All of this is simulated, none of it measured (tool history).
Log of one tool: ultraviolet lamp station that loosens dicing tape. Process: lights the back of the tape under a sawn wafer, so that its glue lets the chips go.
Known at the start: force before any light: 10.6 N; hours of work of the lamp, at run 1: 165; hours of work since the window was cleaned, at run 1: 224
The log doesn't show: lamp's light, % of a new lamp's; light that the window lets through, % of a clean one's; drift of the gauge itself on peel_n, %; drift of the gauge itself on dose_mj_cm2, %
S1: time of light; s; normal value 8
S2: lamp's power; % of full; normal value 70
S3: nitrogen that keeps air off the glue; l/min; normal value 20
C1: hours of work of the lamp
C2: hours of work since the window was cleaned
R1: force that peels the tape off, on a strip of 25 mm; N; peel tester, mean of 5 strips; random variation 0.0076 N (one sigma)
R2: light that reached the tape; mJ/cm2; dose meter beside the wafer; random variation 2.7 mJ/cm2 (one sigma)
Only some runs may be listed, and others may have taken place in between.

Run 1, hour 0: usual settings; C1 165; C2 224. Result: R1 0.474 N, R2 291 mJ/cm2.
At hour 22.5: window cleaned of glue's vapour.
Run 2, hour 89.5: usual settings; C1 234; C2 52. Result: R1 0.354 N, R2 319 mJ/cm2.
Run 3, hour 159.9: usual settings but S3 19 l/min; C1 288; C2 106. Result: R1 0.418 N, R2 308 mJ/cm2.
Run 4, hour 241.4: usual settings but S3 19 l/min; C1 351; C2 170. Result: R1 0.466 N, R2 286 mJ/cm2.
Run 5, hour 285.1: usual settings but S3 19 l/min; C1 385; C2 203. Result: R1 0.491 N, R2 283 mJ/cm2.
At hour 330.5: window cleaned of glue's vapour.
Run 6, hour 346.6: usual settings but S3 19 l/min; C1 432; C2 12. Result: R1 0.381 N, R2 314 mJ/cm2.
Run 7, hour 433.7: usual settings but S3 19 l/min; C1 500; C2 80. Result: R1 0.456 N, R2 293 mJ/cm2.
Run 8, hour 512.8: usual settings but S1 6 s, S3 19 l/min; C1 561; C2 141. Result: R1 0.986 N, R2 211 mJ/cm2.
Run 9, hour 600.8: usual settings but S1 6 s, S3 19 l/min; C1 629; C2 209. Result: R1 1.129 N, R2 199 mJ/cm2.
At hour 644.8: window cleaned of glue's vapour.
Run 10, hour 689.6: usual settings but S2 93 % of full; C1 698; C2 35. Result: R1 0.241 N, R2 384 mJ/cm2.
Run 11, hour 755.6: usual settings but S2 62 % of full; C1 749; C2 86. Result: R1 0.685 N, R2 252 mJ/cm2.
Run 12, hour 802.1: usual settings but S1 7 s, S2 62 % of full; C1 785; C2 122. Result: R1 0.999 N, R2 211 mJ/cm2.
Run 13, hour 867.2: usual settings but S1 7 s, S2 62 % of full; C1 835; C2 172. Result: R1 1.099 N, R2 200 mJ/cm2.
Run 14, hour 904.8: usual settings but S1 7 s, S2 62 % of full; C1 865; C2 201. Result: R1 1.182 N, R2 196 mJ/cm2.
At hour 955.8: window cleaned of glue's vapour.
Run 15, hour 960.2: usual settings but S3 12 l/min; C1 907; C2 3. Result: R1 0.725 N, R2 276 mJ/cm2.
Run 16, hour 1042.2: usual settings; C1 971; C2 67. Result: R1 0.572 N, R2 272 mJ/cm2.
At hour 1074.1: lamp changed.
Run 17, hour 1083.5: usual settings but S2 85 % of full; C1 7; C2 98. Result: R1 0.213 N, R2 399 mJ/cm2.
Run 18, hour 1138.8: usual settings but S3 9 l/min; C1 50; C2 141. Result: R1 0.65 N, R2 322 mJ/cm2.
Run 19, hour 1186.8: usual settings but S2 72 % of full; C1 87; C2 178. Result: R1 0.364 N, R2 319 mJ/cm2.
At hour 1263.2: window cleaned of glue's vapour.
Run 20, hour 1271.9: usual settings but S2 72 % of full; C1 153; C2 7. Result: R1 0.294 N, R2 345 mJ/cm2.
Run 21, hour 1331.2: usual settings but S2 72 % of full; C1 199; C2 53. Result: R1 0.312 N, R2 335 mJ/cm2.
Run 22, hour 1378: usual settings but S1 6 s, S2 74 % of full, S3 13 l/min; C1 235; C2 89. Result: R1 0.884 N, R2 253 mJ/cm2.
Run 23, hour 1450.6: usual settings but S1 5 s, S2 91 % of full, S3 7 l/min; C1 291; C2 145. Result: R1 1.357 N, R2 249 mJ/cm2.
Run 24, hour 1508.3: usual settings but S1 5 s, S2 91 % of full, S3 7 l/min; C1 336; C2 190. Result: R1 1.477 N, R2 234 mJ/cm2.
At hour 1572.8: window cleaned of glue's vapour.
Run 25, hour 1601.3: usual settings but S1 6 s, S3 8 l/min; C1 408; C2 22. Result: R1 1.326 N, R2 242 mJ/cm2.
Run 26, hour 1671.3: usual settings but S1 6 s, S3 8 l/min; C1 462; C2 76. Result: R1 1.45 N, R2 225 mJ/cm2.
Run 27, hour 1754.1: usual settings but S1 7 s, S2 81 % of full, S3 21 l/min; C1 526; C2 140. Result: R1 0.435 N, R2 293 mJ/cm2.
Run 28, hour 1801.9: usual settings but S1 7 s, S2 81 % of full, S3 21 l/min; C1 563; C2 177. Result: R1 0.496 N, R2 286 mJ/cm2.
Run 29, hour 1854.5: usual settings but S1 7 s, S2 81 % of full, S3 21 l/min; C1 604; C2 218. Result: R1 0.505 N, R2 282 mJ/cm2.
At hour 1885.2: window cleaned of glue's vapour.
Run 30, hour 1899.5: usual settings but S1 13 s, S2 75 % of full, S3 21 l/min; C1 638; C2 11. Result: R1 0.15 N, R2 522 mJ/cm2.
Run 31, hour 1950.5: usual settings but S1 13 s, S2 83 % of full, S3 21 l/min; C1 678; C2 51. Result: R1 0.151 N, R2 568 mJ/cm2.
Run 32, hour 2008.7: usual settings but S1 12 s, S2 83 % of full, S3 39 l/min; C1 723; C2 96. Result: R1 0.141 N, R2 499 mJ/cm2.
Run 33, hour 2072.2: usual settings but S1 12 s, S2 83 % of full, S3 39 l/min; C1 772; C2 145. Result: R1 0.139 N, R2 477 mJ/cm2.
Run 34, hour 2110.5: usual settings but S1 9 s, S2 94 % of full, S3 15 l/min; C1 802; C2 175. Result: R1 0.268 N, R2 398 mJ/cm2.
Run 35, hour 2179.9: usual settings but S1 7 s, S2 94 % of full, S3 17 l/min; C1 855; C2 228. Result: R1 0.499 N, R2 293 mJ/cm2.
At hour 2191.7: window cleaned of glue's vapour.
Run 36, hour 2262.6: usual settings but S2 80 % of full, S3 37 l/min; C1 919; C2 55. Result: R1 0.28 N, R2 310 mJ/cm2.
Run 37, hour 2338.8: usual settings but S1 12 s, S3 10 l/min; C1 978; C2 114. Result: R1 0.375 N, R2 391 mJ/cm2.
At hour 2360.6: lamp changed.
Run 38, hour 2384.3: usual settings but S1 9 s, S2 67 % of full, S3 10 l/min; C1 18; C2 148. Result: R1 0.509 N, R2 342 mJ/cm2.

Consider 4 possible next runs. They are alternatives, not a sequence: every one starts from the tool as it was left by run 38. What does each give?
Run A, hour 2473.4: usual settings but S1 10 s, S2 67 % of full, S3 6 l/min; C1 87; C2 217. Result: R1 ?, R2 ?.
Run B, hour 2473.4: usual settings but S1 9 s, S2 67 % of full, S3 15 l/min; C1 87; C2 217. Result: R1 ?, R2 ?.
Run C, hour 2473.4: usual settings but S3 8 l/min; C1 87; C2 217. Result: R1 ?, R2 ?.
Run D, hour 2473.4: usual settings but S1 4 s, S2 67 % of full, S3 10 l/min; C1 87; C2 217. Result: R1 ?, R2 ?.

run     R1   R2
  A  0.643  362
  B  0.413  325
  C  0.847  299
  D  2.754  143
Take away the tool's hidden state, keep each run's random variation, and the runs would have read:
run     R1   R2
  A  0.428  425
  B  0.275  382
  C  0.577  352
  D  2.181  168
